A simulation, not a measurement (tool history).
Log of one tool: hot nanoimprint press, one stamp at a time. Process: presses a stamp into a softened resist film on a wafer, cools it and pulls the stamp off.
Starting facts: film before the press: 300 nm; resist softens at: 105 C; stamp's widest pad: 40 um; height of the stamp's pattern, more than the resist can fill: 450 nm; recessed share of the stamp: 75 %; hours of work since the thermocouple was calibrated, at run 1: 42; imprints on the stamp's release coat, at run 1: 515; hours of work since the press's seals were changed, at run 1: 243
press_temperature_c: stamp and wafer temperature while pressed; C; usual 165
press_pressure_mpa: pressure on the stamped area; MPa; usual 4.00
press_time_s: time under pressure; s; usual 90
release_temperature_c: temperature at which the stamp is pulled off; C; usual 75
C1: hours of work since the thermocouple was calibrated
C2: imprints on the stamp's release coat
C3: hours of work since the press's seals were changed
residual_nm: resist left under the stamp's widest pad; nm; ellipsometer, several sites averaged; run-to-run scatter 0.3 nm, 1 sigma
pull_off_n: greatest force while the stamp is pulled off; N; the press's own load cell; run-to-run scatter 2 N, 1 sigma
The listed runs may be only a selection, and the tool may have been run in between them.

Run 1, hour 0.0: usual settings; C1 42; C2 515; C3 243. Result: residual_nm 141.8 nm, pull_off_n 210 N.
Run 2, hour 8.8: usual settings; C1 47; C2 538; C3 248. Result: residual_nm 141.3 nm, pull_off_n 210 N.
Run 3, hour 18.0: usual settings but press_temperature_c 155 C; C1 53; C2 562; C3 254. Result: residual_nm 217.8 nm, pull_off_n 204 N.
Run 4, hour 25.2: usual settings but press_temperature_c 155 C, press_time_s 166 s; C1 58; C2 581; C3 259. Result: residual_nm 183.9 nm, pull_off_n 208 N.
Run 5, hour 35.0: usual settings but press_temperature_c 155 C, press_time_s 166 s; C1 64; C2 607; C3 265. Result: residual_nm 183.9 nm, pull_off_n 209 N.
Run 6, hour 41.9: usual settings but press_temperature_c 155 C, press_time_s 166 s; C1 69; C2 625; C3 270. Result: residual_nm 183.3 nm, pull_off_n 207 N.
Run 7, hour 50.9: usual settings but press_temperature_c 155 C, press_time_s 166 s; C1 75; C2 649; C3 276. Result: residual_nm 183.3 nm, pull_off_n 206 N.
Run 8, hour 56.0: usual settings but press_temperature_c 175 C; C1 78; C2 662; C3 279. Result: residual_nm 86.5 nm, pull_off_n 210 N.
Run 9, hour 64.0: usual settings but press_temperature_c 175 C; C1 83; C2 683; C3 284. Result: residual_nm 86.1 nm, pull_off_n 210 N.
Run 10, hour 69.5: usual settings but press_temperature_c 175 C; C1 87; C2 698; C3 288. Result: residual_nm 86.2 nm, pull_off_n 210 N.
Run 11, hour 75.3: usual settings but release_temperature_c 78 C; C1 90; C2 713; C3 291. Result: residual_nm 139.9 nm, pull_off_n 193 N.
Run 12, hour 81.3: usual settings but press_pressure_mpa 5.10 MPa, release_temperature_c 78 C; C1 94; C2 729; C3 295. Result: residual_nm 127.2 nm, pull_off_n 196 N.
Run 13, hour 87.7: usual settings but press_pressure_mpa 5.10 MPa, release_temperature_c 78 C; C1 98; C2 746; C3 299. Result: residual_nm 126.6 nm, pull_off_n 196 N.
Run 14, hour 96.7: usual settings; C1 104; C2 769; C3 305. Result: residual_nm 139.9 nm, pull_off_n 216 N.
Run 15, hour 103.0: usual settings; C1 108; C2 786; C3 309. Result: residual_nm 140.1 nm, pull_off_n 211 N.
Run 16, hour 107.6: usual settings but press_time_s 143 s, release_temperature_c 64 C; C1 111; C2 798; C3 312. Result: residual_nm 115.8 nm, pull_off_n 279 N.
Run 17, hour 114.5: usual settings but press_temperature_c 169 C, press_time_s 122 s, release_temperature_c 79 C; C1 116; C2 816; C3 317. Result: residual_nm 101.0 nm, pull_off_n 187 N.
Run 18, hour 123.6: usual settings but press_temperature_c 174 C, press_time_s 47 s; C1 122; C2 840; C3 323. Result: residual_nm 119.0 nm, pull_off_n 217 N.
Run 19, hour 128.3: usual settings but press_temperature_c 173 C, press_pressure_mpa 2.75 MPa, press_time_s 74 s, release_temperature_c 67 C; C1 125; C2 853; C3 326. Result: residual_nm 121.0 nm, pull_off_n 256 N.
Run 20, hour 135.7: usual settings but press_temperature_c 155 C, release_temperature_c 62 C; C1 130; C2 872; C3 331. Result: residual_nm 215.0 nm, pull_off_n 290 N.
Run 21, hour 144.5: usual settings but press_temperature_c 155 C, release_temperature_c 82 C; C1 135; C2 895; C3 336. Result: residual_nm 215.1 nm, pull_off_n 173 N.
Run 22, hour 149.8: usual settings but press_temperature_c 153 C, press_pressure_mpa 3.84 MPa, press_time_s 72 s, release_temperature_c 70 C; C1 139; C2 909; C3 340. Result: residual_nm 242.5 nm, pull_off_n 250 N.
Run 23, hour 156.6: usual settings but press_time_s 140 s; C1 143; C2 927; C3 344. Result: residual_nm 116.6 nm, pull_off_n 215 N.
Run 24, hour 165.9: usual settings but press_time_s 140 s; C1 149; C2 951; C3 350. Result: residual_nm 116.2 nm, pull_off_n 212 N.
Run 25, hour 174.7: usual settings but press_pressure_mpa 4.20 MPa, press_time_s 129 s; C1 155; C2 975; C3 356. Result: residual_nm 118.2 nm, pull_off_n 214 N.
Run 26, hour 180.4: usual settings but press_pressure_mpa 4.20 MPa, press_time_s 129 s; C1 159; C2 990; C3 360. Result: residual_nm 117.6 nm, pull_off_n 219 N.
Run 27, hour 189.6: usual settings but press_temperature_c 159 C, press_pressure_mpa 2.62 MPa, release_temperature_c 72 C; C1 165; C2 1014; C3 366. Result: residual_nm 206.3 nm, pull_off_n 230 N.

Run 28 comes next. What will it give?
Run 28, hour 196.8: usual settings but press_temperature_c 159 C, press_pressure_mpa 2.62 MPa, release_temperature_c 72 C; C1 169; C2 1033; C3 370. Result: residual_nm ?, pull_off_n ?.

{"run 28": {"residual_nm": 208.1, "pull_off_n": 231}}
With no hidden state in the tool, this same run would have given residual_nm 212.2 nm, pull_off_n 208 N.
